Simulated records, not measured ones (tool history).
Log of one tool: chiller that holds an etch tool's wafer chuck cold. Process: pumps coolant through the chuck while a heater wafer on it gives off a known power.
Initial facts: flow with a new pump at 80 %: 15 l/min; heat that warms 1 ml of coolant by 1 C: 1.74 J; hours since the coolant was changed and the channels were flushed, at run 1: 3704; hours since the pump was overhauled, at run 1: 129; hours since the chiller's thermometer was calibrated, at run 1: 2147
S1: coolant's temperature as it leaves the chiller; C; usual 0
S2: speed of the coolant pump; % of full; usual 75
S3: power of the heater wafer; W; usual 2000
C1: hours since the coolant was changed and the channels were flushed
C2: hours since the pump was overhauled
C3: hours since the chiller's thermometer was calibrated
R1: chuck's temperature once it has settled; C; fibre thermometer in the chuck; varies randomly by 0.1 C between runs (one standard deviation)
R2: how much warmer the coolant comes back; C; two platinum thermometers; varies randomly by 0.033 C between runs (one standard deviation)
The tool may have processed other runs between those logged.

run 1 hour=0 | S1=0 S2=75 S3=2000 | C1=3704 C2=129 C3=2147 | R1=18 R2=4.81
run 2 hour=74 | S1=0 S2=75 S3=2000 | C1=3778 C2=203 C3=2221 | R1=18.2 R2=4.92
run 3 hour=130.9 | S1=0 S2=75 S3=2000 | C1=3835 C2=260 C3=2277 | R1=18.2 R2=4.92
run 4 hour=216.6 | S1=0 S2=75 S3=2157 | C1=3921 C2=346 C3=2363 | R1=19.7 R2=5.34
-- hour=264.1 chiller's thermometer calibrated
run 5 hour=274.8 | S1=0 S2=75 S3=2157 | C1=3978 C2=403 C3=11 | R1=19.6 R2=5.32
run 6 hour=328.5 | S1=0 S2=75 S3=2157 | C1=4032 C2=457 C3=64 | R1=19.6 R2=5.28
run 7 hour=416.9 | S1=0 S2=75 S3=2000 | C1=4120 C2=545 C3=153 | R1=18.2 R2=4.97
-- hour=491.5 chiller's thermometer calibrated, once more
run 8 hour=500.8 | S1=0 S2=75 S3=2000 | C1=4203 C2=628 C3=9 | R1=18.6 R2=4.96
run 9 hour=557.6 | S1=0 S2=75 S3=2000 | C1=4260 C2=685 C3=66 | R1=18.5 R2=5.01
run 10 hour=630.9 | S1=0 S2=75 S3=2000 | C1=4333 C2=758 C3=139 | R1=18.7 R2=4.94
run 11 hour=738.6 | S1=0 S2=75 S3=2000 | C1=4441 C2=866 C3=247 | R1=18.7 R2=5.05
run 12 hour=788.4 | S1=0 S2=75 S3=2000 | C1=4491 C2=916 C3=297 | R1=18.8 R2=4.95
run 13 hour=840.8 | S1=0 S2=75 S3=2000 | C1=4543 C2=968 C3=349 | R1=18.8 R2=5
run 14 hour=893.4 | S1=0 S2=75 S3=2000 | C1=4596 C2=1021 C3=402 | R1=18.9 R2=5.01
run 15 hour=983.7 | S1=0 S2=75 S3=2000 | C1=4686 C2=1111 C3=492 | R1=18.8 R2=4.97
run 16 hour=1094.3 | S1=0 S2=75 S3=2000 | C1=4797 C2=1222 C3=603 | R1=18.8 R2=5.02
run 17 hour=1199.1 | S1=0 S2=75 S3=2000 | C1=4902 C2=1327 C3=708 | R1=18.9 R2=4.99
run 18 hour=1302.2 | S1=7 S2=82 S3=2000 | C1=5005 C2=1430 C3=811 | R1=24.5 R2=4.57
run 19 hour=1389.4 | S1=0 S2=75 S3=2355 | C1=5092 C2=1517 C3=898 | R1=22.6 R2=5.85
run 20 hour=1504.4 | S1=0 S2=75 S3=2355 | C1=5207 C2=1632 C3=1013 | R1=22.7 R2=5.94
run 21 hour=1598.2 | S1=9 S2=82 S3=2355 | C1=5301 C2=1726 C3=1107 | R1=29.7 R2=5.42
run 22 hour=1713.2 | S1=6 S2=73 S3=1719 | C1=5416 C2=1841 C3=1222 | R1=23 R2=4.46
run 23 hour=1787.1 | S1=-3 S2=87 S3=2000 | C1=5490 C2=1915 C3=1296 | R1=14 R2=4.4
run 24 hour=1890.1 | S1=-3 S2=64 S3=1090 | C1=5593 C2=2018 C3=1399 | R1=9 R2=3.21
run 25 hour=1953.4 | S1=-3 S2=64 S3=1090 | C1=5656 C2=2081 C3=1462 | R1=9.3 R2=3.26
run 26 hour=2040.8 | S1=-3 S2=64 S3=1090 | C1=5743 C2=2168 C3=1549 | R1=9.1 R2=3.26
run 27 hour=2107.2 | S1=-8 S2=73 S3=2572 | C1=5810 C2=2235 C3=1616 | R1=17.7 R2=6.72
-- hour=2145.9 coolant changed, channels flushed
run 28 hour=2226.1 | S1=-3 S2=75 S3=1735 | C1=80 C2=2348 C3=1729 | R1=12 R2=4.44
run 29 hour=2318.6 | S1=-3 S2=75 S3=1735 | C1=173 C2=2440 C3=1821 | R1=12.2 R2=4.38
run 30 hour=2396.5 | S1=0 S2=73 S3=1471 | C1=251 C2=2518 C3=1899 | R1=13.2 R2=3.81
run 31 hour=2498.2 | S1=-9 S2=85 S3=1437 | C1=352 C2=2620 C3=2001 | R1=2.2 R2=3.26
run 32 hour=2546.3 | S1=0 S2=78 S3=2159 | C1=400 C2=2668 C3=2049 | R1=18.4 R2=5.28
run 33 hour=2645.6 | S1=0 S2=78 S3=2159 | C1=500 C2=2767 C3=2148 | R1=18.6 R2=5.28

Hidden condition of the tool, last listed run before each entry between runs versus first listed run after:
Logged between run 4 and run 5: chiller's thermometer calibrated (hour 264.1)
  heat passed by the chuck's channels, % of clean ones': 91.4 -> 91.3; flow at a given pump speed, % of a new pump's: 99.8 -> 99.7; coolant's true temperature over the reading, C: -0.19 -> -0.31
  measured value less the no-hidden-state value, R1: +1.3 -> +1.3 C; R2: +0.01 -> +0.01 C
Logged between run 7 and run 8: chiller's thermometer calibrated, once more (hour 491.5)
  heat passed by the chuck's channels, % of clean ones': 91 -> 90.8; flow at a given pump speed, % of a new pump's: 99.4 -> 99.3; coolant's true temperature over the reading, C: -0.32 -> -0.08
  measured value less the no-hidden-state value, R1: +1.2 -> +1.5 C; R2: +0.02 -> +0.03 C
Logged between run 27 and run 28: coolant changed, channels flushed (hour 2145.9)
  heat passed by the chuck's channels, % of clean ones': 87.3 -> 98.9; flow at a given pump speed, % of a new pump's: 96.7 -> 96.5; coolant's true temperature over the reading, C: -0.22 -> -0.23
  measured value less the no-hidden-state value, R1: +3.3 -> +0.4 C; R2: +0.22 -> +0.15 C
